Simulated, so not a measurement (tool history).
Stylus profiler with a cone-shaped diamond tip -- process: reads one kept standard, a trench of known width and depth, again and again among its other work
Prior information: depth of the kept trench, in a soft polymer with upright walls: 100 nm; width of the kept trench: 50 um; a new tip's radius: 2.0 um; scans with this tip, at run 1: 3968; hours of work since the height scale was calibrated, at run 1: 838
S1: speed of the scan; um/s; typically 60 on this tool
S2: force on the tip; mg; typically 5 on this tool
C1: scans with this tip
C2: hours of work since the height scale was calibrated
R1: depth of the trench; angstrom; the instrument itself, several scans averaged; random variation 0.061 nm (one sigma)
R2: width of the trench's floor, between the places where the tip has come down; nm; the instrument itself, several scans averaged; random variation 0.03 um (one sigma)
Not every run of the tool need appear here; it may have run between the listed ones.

Run 1, hour 0: usual settings; C1 3968; C2 838. Result: R1 1026.7 angstrom, R2 48480 nm.
Run 2, hour 51: usual settings; C1 4159; C2 878. Result: R1 1025.6 angstrom, R2 48420 nm.
Run 3, hour 104.7: usual settings but S2 5.84 mg; C1 4360; C2 921. Result: R1 1027.9 angstrom, R2 48440 nm.
Run 4, hour 152.5: usual settings but S2 8.62 mg; C1 4539; C2 958. Result: R1 1038.1 angstrom, R2 48490 nm.
Run 5, hour 203.3: usual settings; C1 4729; C2 998. Result: R1 1025.6 angstrom, R2 48430 nm.
Run 6, hour 239.7: usual settings but S2 7.22 mg; C1 4865; C2 1027. Result: R1 1033.9 angstrom, R2 48490 nm.
Run 7, hour 293.8: usual settings; C1 5068; C2 1070. Result: R1 1026.2 angstrom, R2 48410 nm.
Run 8, hour 331: usual settings; C1 5206; C2 1099. Result: R1 1028.3 angstrom, R2 48490 nm.
Run 9, hour 370.4: usual settings; C1 5354; C2 1131. Result: R1 1028.6 angstrom, R2 48520 nm.
Run 10, hour 407.6: usual settings; C1 5493; C2 1160. Result: R1 1026.1 angstrom, R2 48480 nm.
Run 11, hour 434.1: usual settings but S1 58 um/s; C1 5592; C2 1181. Result: R1 1027 angstrom, R2 48460 nm.
Run 12, hour 487.5: usual settings but S1 58 um/s; C1 5792; C2 1223. Result: R1 1028.1 angstrom, R2 48420 nm.
Run 13, hour 512.9: usual settings but S1 16 um/s; C1 5887; C2 1243. Result: R1 1027.5 angstrom, R2 48460 nm.
Run 14, hour 572.7: usual settings but S1 128 um/s; C1 6111; C2 1290. Result: R1 1027.5 angstrom, R2 48250 nm.
Run 15, hour 621.6: usual settings but S1 128 um/s; C1 6294; C2 1329. Result: R1 1028.2 angstrom, R2 48260 nm.
Run 16, hour 662.9: usual settings but S2 6.9 mg; C1 6448; C2 1362. Result: R1 1033.4 angstrom, R2 48480 nm.
Run 17, hour 692.3: usual settings but S2 6.9 mg; C1 6558; C2 1385. Result: R1 1034 angstrom, R2 48400 nm.
Run 18, hour 744.1: usual settings but S2 6.9 mg; C1 6752; C2 1426. Result: R1 1033.9 angstrom, R2 48430 nm.
Run 19, hour 790.1: usual settings but S1 87 um/s, S2 4.61 mg; C1 6924; C2 1462. Result: R1 1026.5 angstrom, R2 48310 nm.
Run 20, hour 819.7: usual settings but S1 180 um/s, S2 4.61 mg; C1 7035; C2 1485. Result: R1 1027.1 angstrom, R2 48100 nm.
Run 21, hour 859.7: usual settings but S1 18 um/s, S2 5.34 mg; C1 7184; C2 1517. Result: R1 1029.1 angstrom, R2 48500 nm.
Run 22, hour 884: usual settings but S1 18 um/s, S2 5.34 mg; C1 7275; C2 1536. Result: R1 1030.8 angstrom, R2 48440 nm.
At hour 888.1: height scale calibrated on a step standard.
Run 23, hour 920.1: usual settings but S1 226 um/s, S2 5.17 mg; C1 7409; C2 25. Result: R1 1032.2 angstrom, R2 47970 nm.
Run 24, hour 953.6: usual settings but S1 71 um/s, S2 2.52 mg; C1 7534; C2 52. Result: R1 1022.4 angstrom, R2 48280 nm.
Run 25, hour 988.1: usual settings but S1 33 um/s, S2 3.3 mg; C1 7663; C2 79. Result: R1 1026.2 angstrom, R2 48450 nm.
Run 26, hour 1033: usual settings but S1 18 um/s, S2 14.66 mg; C1 7831; C2 114. Result: R1 1057.8 angstrom, R2 48490 nm.
Run 27, hour 1066: usual settings but S1 18 um/s, S2 14.66 mg; C1 7954; C2 141. Result: R1 1057.8 angstrom, R2 48520 nm.
Run 28, hour 1103: usual settings but S1 17 um/s, S2 14.66 mg; C1 8093; C2 170. Result: R1 1058.3 angstrom, R2 48470 nm.
Run 29, hour 1138.3: usual settings but S1 57 um/s, S2 10.31 mg; C1 8225; C2 198. Result: R1 1045.6 angstrom, R2 48430 nm.
Run 30, hour 1166: usual settings but S1 57 um/s, S2 10.31 mg; C1 8328; C2 219. Result: R1 1046.8 angstrom, R2 48420 nm.
Run 31, hour 1210: usual settings but S1 30 um/s, S2 4.98 mg; C1 8493; C2 254. Result: R1 1031.8 angstrom, R2 48430 nm.
At hour 1226.7: height scale calibrated on a step standard, once more.
Run 32, hour 1264.6: usual settings but S1 229 um/s, S2 14.9 mg; C1 8696; C2 30. Result: R1 1048.4 angstrom, R2 48140 nm.

Some steps in R1, run to run, broken into two amounts with sign: the step expected even without the hidden condition (settings, incoming material, random variation), and the rest, left for the hidden condition together with whatever gauge scatter is not in both the measured and the hidden-condition-free result:
The tool's hidden condition here consists of: radius of the tip, um; height scale over the true one, %; drift of the gauge itself on depth_nm, %; drift of the gauge itself on floor_um, %.
Run 22 -> 23: S1 18 -> 226, S2 5.34 -> 5.17, height scale calibrated on a step standard. R1 +1.4 angstrom: hidden state +3.2, all else -1.8.
Run 25 -> 26: S1 33 -> 18, S2 3.3 -> 14.66. R1 +31.6 angstrom: hidden state +0.4, all else +31.2.
Run 30 -> 31: S1 57 -> 30, S2 10.31 -> 4.98. R1 -15 angstrom: hidden state +0, all else -15.
Run 31 -> 32: S1 30 -> 229, S2 4.98 -> 14.9, height scale calibrated on a step standard, once more. R1 +16.6 angstrom: hidden state -9.2, all else +25.8.
